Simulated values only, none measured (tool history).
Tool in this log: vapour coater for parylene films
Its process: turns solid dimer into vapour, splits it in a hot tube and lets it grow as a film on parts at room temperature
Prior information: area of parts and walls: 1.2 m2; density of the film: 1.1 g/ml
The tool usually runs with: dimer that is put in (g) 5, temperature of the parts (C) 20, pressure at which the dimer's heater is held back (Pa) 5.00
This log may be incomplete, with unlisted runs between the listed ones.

run,hour,dimer that is put in (g),temperature of the parts (C),pressure at which the dimer's heater is held back (Pa),thickness of the film (um)
1,0.0,5,20,5.00,2.67
2,38.5,5,20,5.00,2.67
3,63.6,5,20,5.00,2.65
4,103.8,5,13,5.00,2.94
5,131.4,5,20,5.00,2.63
# hour 134.2: table's thermometer calibrated
6,170.8,5,23,5.00,2.51
7,187.5,5,23,5.00,2.49
8,216.8,5,23,5.00,2.42
# hour 236.2: table's thermometer calibrated, once more
9,257.4,5,13,5.00,2.90
10,294.3,5,13,5.00,2.86
11,331.1,3,15,3.42,1.78
12,362.8,5,15,4.74,2.82
13,382.1,7,18,8.86,3.28
14,404.2,5,18,8.86,2.34
15,429.0,9,30,3.79,4.13
16,463.5,8,32,3.79,3.46
17,482.3,8,32,3.79,3.54
18,521.9,6,32,8.34,2.28
# hour 538.8: trap's valve overhauled
19,553.2,7,20,5.45,3.76

Results for each run, recomputed without the tool's hidden state and with each run's random variation untouched:
Hidden state present: vapour lost through the trap's worn valve, %; true temperature of the parts over the reading, C; drift of the gauge itself on film_um, %.
run,thickness of the film (um)
1,2.74
2,2.75
3,2.74
4,3.07
5,2.76
6,2.65
7,2.64
8,2.58
9,3.07
10,3.05
11,1.91
12,3.04
13,3.55
14,2.54
15,4.51
16,3.80
17,3.90
18,2.53
19,3.77
